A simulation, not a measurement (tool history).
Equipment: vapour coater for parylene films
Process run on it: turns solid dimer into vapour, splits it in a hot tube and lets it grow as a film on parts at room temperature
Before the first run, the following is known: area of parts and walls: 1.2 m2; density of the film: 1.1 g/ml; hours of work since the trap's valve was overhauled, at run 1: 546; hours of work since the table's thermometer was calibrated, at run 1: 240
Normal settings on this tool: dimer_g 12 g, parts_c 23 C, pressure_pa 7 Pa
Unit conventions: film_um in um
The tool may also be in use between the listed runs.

| run | hour | dimer_g | parts_c | pressure_pa | hours of work since the trap's valve was overhauled | hours of work since the table's thermometer was calibrated | film_um |
|---|---|---|---|---|---|---|---|
| 1 | 0 | 12 | 23 | 7 | 546 | 240 | 4.17 |
| 2 | 25 | 12 | 23 | 7 | 561 | 255 | 4.16 |
|  | 33.9 | trap's valve overhauled |
| 3 | 47.6 | 12 | 23 | 7 | 8 | 266 | 4.61 |
| 4 | 63.7 | 12 | 23 | 7 | 18 | 276 | 4.59 |
| 5 | 89.1 | 14 | 23 | 7 | 34 | 291 | 5.29 |
| 6 | 105 | 12 | 23 | 7 | 43 | 301 | 4.48 |
| 7 | 127.2 | 12 | 23 | 7 | 57 | 314 | 4.56 |
| 8 | 146 | 12 | 23 | 7 | 68 | 326 | 4.56 |
| 9 | 162.7 | 12 | 23 | 7 | 78 | 336 | 4.57 |
| 10 | 178.7 | 6 | 23 | 7 | 88 | 346 | 2.26 |
| 11 | 195.8 | 6 | 23 | 7 | 98 | 356 | 2.24 |
| 12 | 211.9 | 6 | 23 | 7 | 108 | 366 | 2.3 |
| 13 | 232.4 | 12 | 15 | 7 | 121 | 378 | 6.21 |
| 14 | 256.2 | 12 | 15 | 7 | 135 | 393 | 6.17 |
| 15 | 279.1 | 12 | 25 | 7 | 149 | 407 | 4.21 |
| 16 | 294.7 | 12 | 25 | 7 | 159 | 416 | 4.15 |
| 17 | 305.7 | 12 | 25 | 7 | 165 | 423 | 4.17 |
| 18 | 327.5 | 12 | 25 | 7 | 179 | 436 | 4.11 |
| 19 | 344.2 | 14 | 20 | 7 | 189 | 446 | 5.83 |
| 20 | 361.8 | 14 | 20 | 7 | 199 | 457 | 5.81 |
| 21 | 388.4 | 7 | 17 | 7 | 216 | 473 | 3.32 |
| 22 | 405.8 | 7 | 17 | 7 | 226 | 484 | 3.32 |
| 23 | 426.2 | 12 | 17 | 7 | 239 | 496 | 5.64 |
| 24 | 450.9 | 16 | 20 | 7 | 254 | 511 | 6.66 |
| 25 | 477.3 | 19 | 23 | 6.41 | 270 | 527 | 7.16 |
| 26 | 490.3 | 19 | 23 | 6.41 | 278 | 535 | 7.05 |
| 27 | 501.9 | 19 | 29 | 3.56 | 285 | 542 | 6.41 |
| 28 | 527.2 | 19 | 21 | 3.56 | 300 | 558 | 8.7 |
| 29 | 547.5 | 11 | 34 | 11.03 | 312 | 570 | 2.45 |
| 30 | 564.8 | 12 | 16 | 10.12 | 323 | 581 | 5.32 |
| 31 | 575.9 | 14 | 31 | 5.89 | 330 | 587 | 3.85 |
| 32 | 602.9 | 7 | 23 | 7.63 | 346 | 604 | 2.45 |
| 33 | 615.1 | 7 | 15 | 8.9 | 354 | 611 | 3.3 |
| 34 | 632.8 | 9 | 22 | 5.32 | 364 | 622 | 3.66 |
| 35 | 655.7 | 9 | 22 | 5.32 | 378 | 636 | 3.57 |
| 36 | 670.8 | 13 | 23 | 9.05 | 387 | 645 | 4.49 |

How the hidden state differs across the entries between the runs, from the last listed run before each to the first after it:
Runs 2 to 3: trap's valve overhauled (hour 33.9)
  vapour lost through the trap's worn valve, %: 9.9 -> 0.2
  the result without the hidden state subtracted from the measured one, film_um: -0.45 -> +0 um
